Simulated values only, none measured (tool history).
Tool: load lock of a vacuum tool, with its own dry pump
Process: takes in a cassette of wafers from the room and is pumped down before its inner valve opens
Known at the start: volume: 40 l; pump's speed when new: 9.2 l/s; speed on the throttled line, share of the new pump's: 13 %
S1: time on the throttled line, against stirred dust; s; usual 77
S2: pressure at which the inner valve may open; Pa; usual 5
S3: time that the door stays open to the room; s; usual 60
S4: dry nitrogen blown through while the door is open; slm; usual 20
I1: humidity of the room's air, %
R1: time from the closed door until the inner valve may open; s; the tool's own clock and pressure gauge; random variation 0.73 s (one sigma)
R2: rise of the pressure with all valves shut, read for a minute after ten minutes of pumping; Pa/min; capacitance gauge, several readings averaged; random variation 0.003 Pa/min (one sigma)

Run 1, hour 0.0: usual settings; I1 48.4. Result: R1 111.4 s, R2 0.051 Pa/min.
Run 2, hour 414.0: usual settings but S1 92 s; I1 44.0. Result: R1 124.7 s, R2 0.048 Pa/min.
Run 3, hour 873.0: usual settings; I1 44.8. Result: R1 111.0 s, R2 0.048 Pa/min.
Run 4, hour 1214.7: usual settings; I1 48.9. Result: R1 110.8 s, R2 0.050 Pa/min.
Run 5, hour 1772.6: usual settings; I1 46.6. Result: R1 111.8 s, R2 0.055 Pa/min.
Run 6, hour 2137.4: usual settings; I1 44.2. Result: R1 111.1 s, R2 0.047 Pa/min.
Run 7, hour 2630.6: usual settings; I1 48.0. Result: R1 109.8 s, R2 0.050 Pa/min.
Run 8, hour 3239.9: usual settings but S4 15 slm; I1 43.1. Result: R1 111.0 s, R2 0.053 Pa/min.
Run 9, hour 3716.1: usual settings but S4 15 slm; I1 40.4. Result: R1 111.8 s, R2 0.047 Pa/min.
Run 10, hour 4096.1: usual settings but S4 15 slm; I1 43.0. Result: R1 112.2 s, R2 0.053 Pa/min.
Run 11, hour 4447.8: usual settings but S4 15 slm; I1 44.9. Result: R1 110.3 s, R2 0.050 Pa/min.
At hour 4492.3: dry pump taken out, an overhauled one fitted.
Run 12, hour 4734.5: usual settings but S4 15 slm; I1 43.8. Result: R1 110.4 s, R2 0.049 Pa/min.
Run 13, hour 5330.1: usual settings; I1 49.4. Result: R1 110.4 s, R2 0.056 Pa/min.
Run 14, hour 5730.2: usual settings; I1 45.9. Result: R1 111.4 s, R2 0.045 Pa/min.
Run 15, hour 6108.9: usual settings; I1 47.5. Result: R1 111.6 s, R2 0.053 Pa/min.
Run 16, hour 6539.5: usual settings but S2 4 Pa; I1 44.1. Result: R1 111.5 s, R2 0.052 Pa/min.
Run 17, hour 6805.8: usual settings but S1 116 s, S2 4 Pa, S3 127 s; I1 43.7. Result: R1 143.3 s, R2 0.063 Pa/min.
Run 18, hour 7270.7: usual settings but S1 116 s, S2 4 Pa, S3 127 s; I1 43.5. Result: R1 146.7 s, R2 0.061 Pa/min.
Run 19, hour 7672.0: usual settings but S1 43 s, S2 4 Pa, S3 127 s, S4 11 slm; I1 43.1. Result: R1 83.4 s, R2 0.075 Pa/min.
Run 20, hour 7985.8: usual settings but S1 120 s, S2 10 Pa, S3 92 s, S4 17 slm; I1 42.6. Result: R1 145.1 s, R2 0.059 Pa/min.
Run 21, hour 8495.6: usual settings but S1 120 s, S2 10 Pa, S3 92 s, S4 17 slm; I1 47.9. Result: R1 144.3 s, R2 0.063 Pa/min.
Run 22, hour 8946.2: usual settings but S1 120 s, S2 10 Pa, S3 92 s, S4 17 slm; I1 45.2. Result: R1 146.6 s, R2 0.058 Pa/min.
Run 23, hour 9575.8: usual settings but S1 47 s, S2 4 Pa, S3 32 s, S4 8 slm; I1 45.2. Result: R1 86.1 s, R2 0.051 Pa/min.
Run 24, hour 10198.7: usual settings but S1 60 s, S2 8 Pa, S3 45 s, S4 38 slm; I1 46.1. Result: R1 94.5 s, R2 0.031 Pa/min.
Run 25, hour 10691.3: usual settings but S1 60 s, S2 8 Pa, S3 45 s, S4 40 slm; I1 49.6. Result: R1 94.9 s, R2 0.036 Pa/min.
Run 26, hour 11292.9: usual settings but S2 10 Pa, S3 84 s, S4 11 slm; I1 45.3. Result: R1 107.9 s, R2 0.065 Pa/min.
Run 27, hour 11626.1: usual settings but S1 142 s, S2 7 Pa, S3 34 s, S4 21 slm; I1 44.4. Result: R1 168.2 s, R2 0.038 Pa/min.
At hour 12058.7: door's seal changed, seat wiped.
Run 28, hour 12098.3: usual settings but S1 142 s, S2 4 Pa, S3 34 s, S4 11 slm; I1 46.2. Result: R1 169.2 s, R2 0.049 Pa/min.
Run 29, hour 12680.4: usual settings but S1 142 s, S2 4 Pa, S3 34 s, S4 25 slm; I1 45.6. Result: R1 169.6 s, R2 0.035 Pa/min.
Run 30, hour 13281.9: usual settings but S1 49 s, S2 4 Pa, S3 34 s, S4 5 slm; I1 41.7. Result: R1 88.0 s, R2 0.053 Pa/min.

4 ways to go on from here, each from the tool as it stands after run 30. What would each give?
Run A, hour 13855.6: usual settings but S4 15 slm; I1 48.0. Result: R1 ?, R2 ?.
Run B, hour 13855.6: usual settings but S1 70 s, S2 9 Pa, S4 6 slm; I1 44.8. Result: R1 ?, R2 ?.
Run C, hour 13855.6: usual settings but S4 14 slm; I1 46.9. Result: R1 ?, R2 ?.
Run D, hour 13855.6: usual settings but S1 104 s, S3 206 s; I1 43.3. Result: R1 ?, R2 ?.

run     R1     R2
  A  110.4  0.054
  B  102.7  0.067
  C  110.9  0.057
  D  134.6  0.073
Without the tool's hidden state the same runs would have given:
run     R1     R2
  A  110.4  0.054
  B  102.7  0.067
  C  110.9  0.057
  D  134.6  0.073
